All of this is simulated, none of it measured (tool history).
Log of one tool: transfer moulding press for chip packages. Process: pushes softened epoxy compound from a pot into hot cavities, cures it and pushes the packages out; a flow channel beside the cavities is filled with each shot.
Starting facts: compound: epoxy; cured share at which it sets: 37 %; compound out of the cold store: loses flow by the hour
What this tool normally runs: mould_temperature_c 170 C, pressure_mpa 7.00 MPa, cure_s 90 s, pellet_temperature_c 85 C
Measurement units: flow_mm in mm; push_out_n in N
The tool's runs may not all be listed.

run    hour  mould_temperature_c  pressure_mpa  cure_s  pellet_temperature_c  incoming compound's hours out of the cold store  flow_mm  push_out_n
  1     0.0                  170          7.00      90                    85                                             30.0      536         805
        8.4  -- cavities cleaned with cleaning compound and waxed
       43.0  -- cavities cleaned with cleaning compound and waxed
  2    71.1                  170          7.00     129                    85                                             12.5      551         503
       78.9  -- cavities cleaned with cleaning compound and waxed
      112.3  -- cavities cleaned with cleaning compound and waxed
      150.2  -- cavities cleaned with cleaning compound and waxed
  3   150.2                  170          7.00     129                    85                                             10.4      547         404
      166.4  -- mould's thermocouples calibrated
      186.1  -- cavities cleaned with cleaning compound and waxed
      218.5  -- cavities cleaned with cleaning compound and waxed
  4   238.9                  170          7.00     129                    85                                             13.4      530         462
      252.6  -- cavities cleaned with cleaning compound and waxed
      277.7  -- plunger's sealing rings changed
      293.3  -- cavities cleaned with cleaning compound and waxed
  5   313.6                  170          7.00     129                    85                                             21.6      546         488
      328.2  -- cavities cleaned with cleaning compound and waxed
      367.0  -- cavities cleaned with cleaning compound and waxed
  6   369.9                  170          7.00     129                    85                                             32.0      530         409
      397.1  -- cavities cleaned with cleaning compound and waxed, once more
      430.5  -- cavities cleaned with cleaning compound and waxed
  7   441.9                  170          7.00     129                    85                                             24.8      531         447
      468.8  -- cavities cleaned with cleaning compound and waxed
      502.2  -- cavities cleaned with cleaning compound and waxed
  8   529.1                  170          7.00      90                    85                                             29.2      517         813
      537.2  -- cavities cleaned with cleaning compound and waxed
      569.1  -- cavities cleaned with cleaning compound and waxed
      589.6  -- plunger's sealing rings changed
      601.0  -- mould's thermocouples calibrated
  9   601.0                  170          8.31      90                    85                                             43.3      563         762
      608.2  -- cavities cleaned with cleaning compound and waxed
      645.2  -- cavities cleaned with cleaning compound and waxed
      678.4  -- cavities cleaned with cleaning compound and waxed
 10   700.9                  170          8.31      90                    82                                             33.3      572         788
      716.3  -- cavities cleaned with cleaning compound and waxed
      753.1  -- cavities cleaned with cleaning compound and waxed
      785.3  -- cavities cleaned with cleaning compound and waxed
 11   791.8                  170          8.31      90                    82                                             17.3      581         708
      819.5  -- cavities cleaned with cleaning compound and waxed
 12   847.9                  170          8.31      90                    82                                             12.9      579         862
      856.6  -- cavities cleaned with cleaning compound and waxed
      888.7  -- cavities cleaned with cleaning compound and waxed
      902.8  -- plunger's sealing rings changed
 13   915.6                  170          8.31      90                    82                                             26.3      592         831
      924.7  -- cavities cleaned with cleaning compound and waxed
      957.1  -- cavities cleaned with cleaning compound and waxed
      991.9  -- cavities cleaned with cleaning compound and waxed
 14  1010.9                  164          8.80     115                    77                                             13.1      633         753
     1027.5  -- cavities cleaned with cleaning compound and waxed
     1039.5  -- mould's thermocouples calibrated
     1065.3  -- cavities cleaned with cleaning compound and waxed
     1098.7  -- cavities cleaned with cleaning compound and waxed
 15  1108.9                  166          8.80     115                    77                                             19.8      610         591
     1132.2  -- cavities cleaned with cleaning compound and waxed
     1164.6  -- cavities cleaned with cleaning compound and waxed
 16  1192.8                  176          5.28      77                    95                                             16.8      436         758
     1200.9  -- cavities cleaned with cleaning compound and waxed
     1214.3  -- plunger's sealing rings changed
     1239.6  -- cavities cleaned with cleaning compound and waxed
 17  1248.8                  176          5.28      80                    95                                             24.9      458         633
     1276.6  -- cavities cleaned with cleaning compound and waxed
     1311.9  -- cavities cleaned with cleaning compound and waxed
 18  1311.9                  176          5.28      80                    95                                             20.1      462         577
     1346.4  -- cavities cleaned with cleaning compound and waxed
     1382.2  -- cavities cleaned with cleaning compound and waxed
 19  1384.4                  165          7.00      90                    79                                             46.3      507         985
     1415.0  -- cavities cleaned with cleaning compound and waxed
 20  1431.2                  165          7.00      99                    79                                             44.5      501         862
     1452.4  -- cavities cleaned with cleaning compound and waxed
     1473.0  -- mould's thermocouples calibrated
     1489.1  -- cavities cleaned with cleaning compound and waxed
 21  1495.7                  170          5.57      90                    85                                             46.3      429         655
     1526.4  -- plunger's sealing rings changed
     1527.9  -- cavities cleaned with cleaning compound and waxed
 22  1548.1                  177          5.48      96                    85                                             46.2      445         494
     1564.0  -- cavities cleaned with cleaning compound and waxed
     1598.5  -- cavities cleaned with cleaning compound and waxed
 23  1606.7                  177          7.59      96                    79                                             16.8      557         449

Some steps in flow_mm between neighbouring runs. How much of each would the tool show without its hidden state too (settings, what came in, random variation), and how much is left for the hidden state, with any gauge scatter that isn't in both results?
The hidden state here: true mould temperature over the reading, C; pressure that reaches the compound, % of what is set; grip of the stained cavities, % over clean ones'; drift of the gauge itself on flow_mm, %; drift of the gauge itself on push_out_n, %.
Run 4 -> 5: cavities cleaned with cleaning compound and waxed, plunger's sealing rings changed, cavities cleaned with cleaning compound and waxed. flow_mm +16 mm: hidden state +31, all else -15.
Run 12 -> 13: cavities cleaned with cleaning compound and waxed, cavities cleaned with cleaning compound and waxed, plunger's sealing rings changed. flow_mm +13 mm: hidden state +33, all else -20.
Run 15 -> 16: mould_temperature_c 166 -> 176, pressure_mpa 8.80 -> 5.28, cure_s 115 -> 77, pellet_temperature_c 77 -> 95, cavities cleaned with cleaning compound and waxed, cavities cleaned with cleaning compound and waxed. flow_mm -174 mm: hidden state -2, all else -172.
Run 22 -> 23: pressure_mpa 5.48 -> 7.59, pellet_temperature_c 85 -> 79, cavities cleaned with cleaning compound and waxed, cavities cleaned with cleaning compound and waxed. flow_mm +112 mm: hidden state -8, all else +120.
